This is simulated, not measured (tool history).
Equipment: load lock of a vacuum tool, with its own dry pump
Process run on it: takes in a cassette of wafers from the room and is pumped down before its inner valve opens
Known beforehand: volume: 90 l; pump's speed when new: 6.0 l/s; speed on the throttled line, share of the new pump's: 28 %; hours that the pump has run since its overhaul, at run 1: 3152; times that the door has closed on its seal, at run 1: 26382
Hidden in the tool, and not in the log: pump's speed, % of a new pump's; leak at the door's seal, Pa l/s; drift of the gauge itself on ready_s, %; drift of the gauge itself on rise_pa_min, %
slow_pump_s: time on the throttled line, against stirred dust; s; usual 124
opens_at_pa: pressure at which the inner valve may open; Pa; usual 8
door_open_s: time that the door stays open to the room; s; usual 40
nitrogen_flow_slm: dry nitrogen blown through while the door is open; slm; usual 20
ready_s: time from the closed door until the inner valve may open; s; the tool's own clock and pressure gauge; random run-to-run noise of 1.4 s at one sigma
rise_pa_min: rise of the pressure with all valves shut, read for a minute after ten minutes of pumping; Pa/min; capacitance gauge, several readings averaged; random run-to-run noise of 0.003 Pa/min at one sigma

| run | hour | slow_pump_s | opens_at_pa | door_open_s | nitrogen_flow_slm | hours that the pump has run since its overhaul | times that the door has closed on its seal | incoming humidity of the room's air, % | ready_s | rise_pa_min |
|---|---|---|---|---|---|---|---|---|---|---|
| 1 | 0.0 | 124 | 8 | 40 | 20 | 3152 | 26382 | 46.7 | 237.2 | 0.282 |
| 2 | 453.3 | 124 | 8 | 40 | 20 | 3606 | 27752 | 45.5 | 238.3 | 0.308 |
| 3 | 767.4 | 124 | 8 | 40 | 20 | 3920 | 28701 | 45.7 | 238.9 | 0.321 |
| 4 | 1366.5 | 124 | 8 | 40 | 20 | 4519 | 30511 | 45.2 | 239.8 | 0.350 |
| 5 | 1815.4 | 124 | 8 | 40 | 20 | 4968 | 31868 | 44.2 | 242.3 | 0.377 |
| 6 | 2277.1 | 124 | 8 | 40 | 20 | 5429 | 33263 | 43.0 | 242.9 | 0.396 |
| 7 | 2630.8 | 124 | 8 | 40 | 20 | 5783 | 34332 | 44.6 | 242.1 | 0.424 |
| 8 | 3020.1 | 124 | 8 | 40 | 20 | 6172 | 35508 | 45.0 | 243.3 | 0.432 |
| 9 | 3635.8 | 124 | 8 | 40 | 20 | 6788 | 37369 | 47.7 | 244.1 | 0.471 |
| 10 | 3939.7 | 124 | 8 | 40 | 20 | 7092 | 38287 | 48.5 | 248.9 | 0.482 |
| 11 | 4513.0 | 124 | 8 | 40 | 20 | 7665 | 40020 | 44.4 | 249.2 | 0.523 |
| 12 | 5012.8 | 124 | 8 | 40 | 37 | 8165 | 41530 | 44.7 | 248.9 | 0.533 |
| 13 | 5321.6 | 124 | 8 | 40 | 37 | 8474 | 42463 | 46.9 | 252.8 | 0.557 |
| 14 | 5917.4 | 124 | 8 | 40 | 37 | 9070 | 44264 | 43.2 | 249.2 | 0.608 |
| 15 | 6188.4 | 124 | 8 | 73 | 20 | 9341 | 45082 | 44.9 | 251.5 | 0.626 |
| 16 | 6498.6 | 124 | 8 | 40 | 20 | 9651 | 46020 | 50.1 | 252.4 | 0.643 |
| 17 | 7144.2 | 124 | 8 | 40 | 20 | 10297 | 47971 | 46.8 | 257.1 | 0.676 |
|  | 7531.7 | door's seal changed, seat wiped |
| 18 | 7674.9 | 124 | 8 | 40 | 20 | 10826 | 433 | 45.8 | 257.9 | 0.020 |
| 19 | 8055.6 | 124 | 8 | 40 | 20 | 11206 | 1584 | 42.2 | 258.7 | 0.025 |
| 20 | 8627.5 | 124 | 8 | 40 | 20 | 11778 | 3312 | 44.6 | 257.9 | 0.036 |
| 21 | 9035.0 | 124 | 8 | 40 | 5 | 12186 | 4543 | 44.3 | 262.2 | 0.057 |
|  | 9251.6 | dry pump taken out, an overhauled one fitted |
| 22 | 9682.8 | 239 | 6 | 47 | 17 | 431 | 6483 | 46.1 | 318.9 | 0.058 |
| 23 | 10325.2 | 124 | 8 | 40 | 6 | 1074 | 8424 | 46.9 | 232.4 | 0.081 |
| 24 | 10832.4 | 241 | 8 | 134 | 20 | 1581 | 9956 | 46.0 | 315.8 | 0.096 |
| 25 | 11348.4 | 66 | 8 | 30 | 20 | 2097 | 11516 | 45.1 | 193.1 | 0.093 |
| 26 | 11794.0 | 66 | 8 | 30 | 20 | 2542 | 12862 | 46.0 | 195.9 | 0.100 |
| 27 | 12177.9 | 66 | 8 | 30 | 20 | 2926 | 14023 | 45.4 | 194.6 | 0.108 |
| 28 | 12540.6 | 245 | 10 | 30 | 20 | 3289 | 15118 | 42.5 | 319.5 | 0.116 |
| 29 | 12995.0 | 245 | 10 | 30 | 20 | 3743 | 16492 | 41.1 | 318.9 | 0.136 |
| 30 | 13351.4 | 245 | 10 | 30 | 20 | 4100 | 17569 | 46.4 | 318.0 | 0.154 |
| 31 | 13646.5 | 245 | 10 | 32 | 41 | 4395 | 18460 | 43.7 | 322.3 | 0.154 |
| 32 | 14042.7 | 245 | 6 | 29 | 32 | 4791 | 19658 | 44.1 | 328.2 | 0.174 |
| 33 | 14395.3 | 245 | 6 | 29 | 32 | 5144 | 20723 | 42.7 | 327.1 | 0.178 |
| 34 | 14862.3 | 124 | 16 | 40 | 20 | 5611 | 22134 | 49.5 | 230.3 | 0.208 |
| 35 | 15372.3 | 83 | 8 | 40 | 39 | 6121 | 23675 | 46.1 | 215.7 | 0.218 |
| 36 | 15734.8 | 124 | 8 | 62 | 20 | 6483 | 24771 | 44.2 | 245.5 | 0.241 |
| 37 | 16123.7 | 124 | 8 | 62 | 20 | 6872 | 25946 | 43.3 | 248.0 | 0.258 |

4 ways to go on from here, each from the tool as it stands after run 37. What would each give?
| A | 16707.3 | 69 | 8 | 168 | 20 | 7456 | 27710 | 46.3 | ? | ? |
| B | 16707.3 | 73 | 16 | 31 | 20 | 7456 | 27710 | 48.8 | ? | ? |
| C | 16707.3 | 124 | 12 | 40 | 20 | 7456 | 27710 | 44.4 | ? | ? |
| D | 16707.3 | 124 | 7 | 62 | 20 | 7456 | 27710 | 47.3 | ? | ? |

| run | ready_s | rise_pa_min |
|---|---|---|
| A | 211.0 | 0.290 |
| B | 202.2 | 0.275 |
| C | 241.0 | 0.278 |
| D | 251.9 | 0.285 |
Without the tool's unlogged condition, the same runs would have read:
| run | ready_s | rise_pa_min |
|---|---|---|
| A | 192.1 | 0.035 |
| B | 185.0 | 0.016 |
| C | 225.7 | 0.016 |
| D | 234.9 | 0.025 |
